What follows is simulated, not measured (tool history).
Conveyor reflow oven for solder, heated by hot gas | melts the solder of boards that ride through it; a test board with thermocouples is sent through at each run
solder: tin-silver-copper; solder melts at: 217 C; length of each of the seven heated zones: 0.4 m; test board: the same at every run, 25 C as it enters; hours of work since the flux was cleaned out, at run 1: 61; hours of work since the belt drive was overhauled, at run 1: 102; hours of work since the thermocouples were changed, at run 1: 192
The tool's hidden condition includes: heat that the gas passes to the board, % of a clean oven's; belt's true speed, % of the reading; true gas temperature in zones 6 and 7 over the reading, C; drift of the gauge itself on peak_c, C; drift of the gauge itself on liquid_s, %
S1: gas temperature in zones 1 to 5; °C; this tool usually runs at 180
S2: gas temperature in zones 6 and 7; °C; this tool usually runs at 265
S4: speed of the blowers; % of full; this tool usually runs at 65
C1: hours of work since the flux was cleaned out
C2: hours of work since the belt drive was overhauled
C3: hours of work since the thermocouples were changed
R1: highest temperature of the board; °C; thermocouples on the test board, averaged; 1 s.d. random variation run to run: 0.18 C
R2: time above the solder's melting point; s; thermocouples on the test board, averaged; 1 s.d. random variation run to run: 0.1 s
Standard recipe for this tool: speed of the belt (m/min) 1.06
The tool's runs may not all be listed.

Run 1, day 0: usual settings; C1 61; C2 102; C3 192. Result: R1 249.9 °C, R2 34.2 s.
Run 2, day 0.483: usual settings but S4 73 % of full; C1 70; C2 111; C3 201. Result: R1 250.8 °C, R2 35 s.
Run 3, day 0.892: usual settings but S4 73 % of full; C1 77; C2 118; C3 208. Result: R1 250.8 °C, R2 34.9 s.
Run 4, day 1.325: usual settings but S4 73 % of full; C1 85; C2 125; C3 216. Result: R1 251.1 °C, R2 34.8 s.
Run 5, day 1.604: usual settings but S4 73 % of full; C1 90; C2 130; C3 221. Result: R1 250.8 °C, R2 34.8 s.
Run 6, day 1.929: usual settings but S4 73 % of full; C1 95; C2 136; C3 226. Result: R1 250.9 °C, R2 34.9 s.
Run 7, day 2.192: usual settings; C1 100; C2 141; C3 231. Result: R1 249.6 °C, R2 34.1 s.
Run 8, day 2.733: usual settings; C1 110; C2 150; C3 241. Result: R1 249.5 °C, R2 33.8 s.
Run 9, day 3.079: usual settings; C1 116; C2 156; C3 247. Result: R1 249.5 °C, R2 33.9 s.
Run 10, day 3.542: usual settings; C1 124; C2 165; C3 255. Result: R1 249.3 °C, R2 33.8 s.
Run 11, day 4.042: usual settings; C1 133; C2 173; C3 264. Result: R1 249.3 °C, R2 33.7 s.
Run 12, day 4.258: usual settings but speed of the belt (m/min) 0.93; C1 136; C2 177; C3 267. Result: R1 253.1 °C, R2 41.1 s.
Run 13, day 4.738: usual settings but speed of the belt (m/min) 0.93; C1 145; C2 186; C3 276. Result: R1 253 °C, R2 41.1 s.
Run 14, day 5.233: usual settings but speed of the belt (m/min) 0.93; C1 154; C2 194; C3 285. Result: R1 252.6 °C, R2 41 s.
Run 15, day 5.475: usual settings but speed of the belt (m/min) 0.93; C1 158; C2 199; C3 289. Result: R1 252.7 °C, R2 41.1 s.
Run 16, day 6.004: usual settings but S1 182 °C; C1 167; C2 208; C3 298. Result: R1 249.4 °C, R2 34.2 s.
Run 17, day 6.233: usual settings but speed of the belt (m/min) 1.2, S4 61 % of full; C1 171; C2 212; C3 302. Result: R1 244.1 °C, R2 26.7 s.
At day 6.621: flux residue cleaned out of gas plates and filters.
Run 18, day 6.679: usual settings but S1 188 °C, S4 55 % of full; C1 1; C2 216; C3 306. Result: R1 249.4 °C, R2 35.8 s.
Run 19, day 7.008: usual settings but S1 188 °C, speed of the belt (m/min) 1.07, S4 69 % of full; C1 7; C2 222; C3 312. Result: R1 251.7 °C, R2 36.8 s.
Run 20, day 7.446: usual settings but S1 174 °C, S2 267 °C, speed of the belt (m/min) 0.87, S4 63 % of full; C1 15; C2 230; C3 320. Result: R1 255.8 °C, R2 44 s.
Run 21, day 7.779: usual settings but S1 177 °C, speed of the belt (m/min) 1.16; C1 20; C2 236; C3 326. Result: R1 246.6 °C, R2 28.6 s.
Run 22, day 8: usual settings but speed of the belt (m/min) 1.11, S4 64 % of full; C1 24; C2 239; C3 330. Result: R1 248.2 °C, R2 31.8 s.
Run 23, day 8.275: usual settings but S1 166 °C, S2 268 °C, speed of the belt (m/min) 0.93; C1 29; C2 244; C3 335. Result: R1 253.7 °C, R2 38.4 s.
Run 24, day 8.783: usual settings but S1 176 °C, S2 272 °C, speed of the belt (m/min) 0.91, S4 75 % of full; C1 38; C2 253; C3 344. Result: R1 261.4 °C, R2 44.6 s.
Run 25, day 9.067: usual settings but S1 176 °C, S2 272 °C, speed of the belt (m/min) 0.91, S4 75 % of full; C1 43; C2 258; C3 349. Result: R1 260.7 °C, R2 44.6 s.
Run 26, day 9.375: usual settings but S1 176 °C, S2 272 °C, speed of the belt (m/min) 0.91, S4 75 % of full; C1 49; C2 264; C3 354. Result: R1 261 °C, R2 44.6 s.
Run 27, day 9.917: usual settings but S1 176 °C, S2 272 °C, speed of the belt (m/min) 0.91, S4 75 % of full; C1 58; C2 273; C3 364. Result: R1 260.7 °C, R2 44.9 s.
Run 28, day 10.262: usual settings but S1 177 °C, S2 272 °C, speed of the belt (m/min) 1.17, S4 77 % of full; C1 64; C2 279; C3 370. Result: R1 254 °C, R2 31.8 s.
Run 29, day 10.621: usual settings but S1 183 °C, S2 272 °C, speed of the belt (m/min) 1.11, S4 71 % of full; C1 70; C2 286; C3 376. Result: R1 255.3 °C, R2 35.4 s.
Run 30, day 10.983: usual settings but S2 267 °C, S4 61 % of full; C1 77; C2 292; C3 382. Result: R1 250.5 °C, R2 34.5 s.
Run 31, day 11.212: usual settings but S2 267 °C, S4 61 % of full; C1 81; C2 296; C3 386. Result: R1 250.4 °C, R2 34.4 s.
Run 32, day 11.479: usual settings but S2 267 °C, S4 61 % of full; C1 86; C2 301; C3 391. Result: R1 249.9 °C, R2 34.2 s.

Entry by entry between the runs, the difference in hidden state between the last listed run before and the first listed run after:
Run 17 -> run 18: flux residue cleaned out of gas plates and filters (day 6.621)
  heat that the gas passes to the board, % of a clean oven's: 94.6 -> 99; belt's true speed, % of the reading: 99.82 -> 99.81
  measured minus no-state result, R1: -1.6 -> -0.6 °C; R2: -1 -> -0.2 s
